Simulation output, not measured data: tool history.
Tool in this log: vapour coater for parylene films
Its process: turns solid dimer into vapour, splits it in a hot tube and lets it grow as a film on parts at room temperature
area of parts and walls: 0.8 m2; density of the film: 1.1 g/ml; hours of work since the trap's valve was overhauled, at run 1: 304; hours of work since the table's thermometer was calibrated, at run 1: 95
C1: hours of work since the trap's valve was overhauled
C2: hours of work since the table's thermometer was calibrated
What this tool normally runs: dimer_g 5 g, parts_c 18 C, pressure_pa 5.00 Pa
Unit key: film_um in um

run 1 hour=0.0 | dimer_g=5 parts_c=18 pressure_pa=5.00 | C1=304 C2=95 | film_um=4.16
run 2 hour=11.3 | dimer_g=5 parts_c=18 pressure_pa=5.00 | C1=310 C2=101 | film_um=4.12
run 3 hour=21.6 | dimer_g=5 parts_c=18 pressure_pa=5.00 | C1=316 C2=107 | film_um=4.10
run 4 hour=29.7 | dimer_g=5 parts_c=18 pressure_pa=5.00 | C1=320 C2=111 | film_um=4.04
run 5 hour=43.6 | dimer_g=5 parts_c=18 pressure_pa=5.00 | C1=328 C2=119 | film_um=4.11
run 6 hour=54.1 | dimer_g=5 parts_c=18 pressure_pa=5.00 | C1=333 C2=124 | film_um=4.11
run 7 hour=64.1 | dimer_g=5 parts_c=18 pressure_pa=5.00 | C1=339 C2=130 | film_um=4.13
run 8 hour=81.3 | dimer_g=5 parts_c=18 pressure_pa=5.00 | C1=348 C2=139 | film_um=4.14
run 9 hour=93.3 | dimer_g=5 parts_c=18 pressure_pa=9.37 | C1=354 C2=145 | film_um=3.80
run 10 hour=107.9 | dimer_g=2 parts_c=18 pressure_pa=9.37 | C1=362 C2=153 | film_um=1.54
run 11 hour=119.2 | dimer_g=5 parts_c=18 pressure_pa=6.75 | C1=368 C2=159 | film_um=3.90
run 12 hour=126.9 | dimer_g=5 parts_c=18 pressure_pa=6.75 | C1=372 C2=163 | film_um=3.94
run 13 hour=139.3 | dimer_g=5 parts_c=18 pressure_pa=6.75 | C1=379 C2=170 | film_um=3.96
run 14 hour=150.9 | dimer_g=6 parts_c=20 pressure_pa=3.11 | C1=385 C2=176 | film_um=4.85
run 15 hour=165.8 | dimer_g=6 parts_c=20 pressure_pa=3.11 | C1=393 C2=184 | film_um=4.90
run 16 hour=175.6 | dimer_g=3 parts_c=18 pressure_pa=2.03 | C1=398 C2=189 | film_um=2.72
run 17 hour=187.1 | dimer_g=3 parts_c=18 pressure_pa=2.03 | C1=404 C2=195 | film_um=2.69
run 18 hour=203.4 | dimer_g=4 parts_c=18 pressure_pa=5.00 | C1=413 C2=204 | film_um=3.22
run 19 hour=220.1 | dimer_g=2 parts_c=16 pressure_pa=10.05 | C1=422 C2=213 | film_um=1.60

4 options for the next run, each taken on its own from the tool as it stands now. Forecast them:
run A hour=229.3 | dimer_g=3 parts_c=19 pressure_pa=6.62 | C1=427 C2=218 | film_um=?
run B hour=229.3 | dimer_g=6 parts_c=28 pressure_pa=8.76 | C1=427 C2=218 | film_um=?
run C hour=229.3 | dimer_g=5 parts_c=29 pressure_pa=5.00 | C1=427 C2=218 | film_um=?
run D hour=229.3 | dimer_g=2 parts_c=19 pressure_pa=10.05 | C1=427 C2=218 | film_um=?

run=A film_um=2.26
run=B film_um=3.41
run=C film_um=2.98
run=D film_um=1.45
With the hidden condition removed and each run's random variation left untouched, the same runs would have given:
run=A film_um=2.40
run=B film_um=3.62
run=C film_um=3.16
run=D film_um=1.54

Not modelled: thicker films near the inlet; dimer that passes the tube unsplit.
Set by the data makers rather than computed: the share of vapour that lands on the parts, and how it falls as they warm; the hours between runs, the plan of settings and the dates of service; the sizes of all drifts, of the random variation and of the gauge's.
